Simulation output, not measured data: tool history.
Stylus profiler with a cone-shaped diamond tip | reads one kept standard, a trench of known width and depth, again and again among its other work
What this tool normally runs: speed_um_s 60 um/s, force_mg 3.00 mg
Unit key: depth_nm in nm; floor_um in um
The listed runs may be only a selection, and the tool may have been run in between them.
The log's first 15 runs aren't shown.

run	day	speed_um_s	force_mg	scans with this tip	hours of work since the height scale was calibrated	depth_nm	floor_um
# day 9.896: new tip fitted, height scale calibrated
16	10.183	60	8.18	66	4	103.73	18.69
17	10.667	60	8.18	176	12	103.83	18.64
18	11.383	60	8.18	340	23	103.63	18.61
19	12.225	49	3.80	532	36	102.22	18.59
20	12.817	73	1.88	668	45	101.41	18.56
21	13.354	192	1.68	790	53	101.32	18.16
22	14.192	88	2.22	982	66	101.53	18.49
23	14.983	37	1.02	1163	78	101.03	18.58
24	15.425	37	1.02	1263	84	100.64	18.55
25	16.008	37	1.02	1397	93	101.01	18.55
26	16.538	162	5.22	1518	101	102.80	18.44
27	17.108	124	4.82	1647	110	102.66	18.43
28	17.575	75	7.83	1755	117	103.65	18.60
29	18.412	91	7.83	1946	130	103.51	18.61
30	19.100	207	2.43	2103	141	101.50	18.17
31	19.508	155	3.67	2196	147	102.10	18.39
32	20.358	155	3.67	2390	160	102.03	18.38
33	21.079	155	3.67	2554	171	102.18	18.37
34	21.783	61	4.69	2715	182	102.44	18.54
35	22.392	190	4.64	2854	191	102.44	18.36

Predict each of these 5 candidate next runs independently; none follows another, all start after run 35:
A	22.788	183	1.66	2945	197	?	?
B	22.788	190	5.78	2945	197	?	?
C	22.788	29	2.83	2945	197	?	?
D	22.788	151	2.80	2945	197	?	?
E	22.788	21	7.69	2945	197	?	?

run	depth_nm	floor_um
A	101.11	18.14
B	102.79	18.38
C	101.73	18.58
D	101.76	18.34
E	103.52	18.63
Take away the tool's hidden state, keep each run's random variation, and the runs would have read:
run	depth_nm	floor_um
A	101.23	18.24
B	102.91	18.48
C	101.85	18.67
D	101.89	18.43
E	103.65	18.73
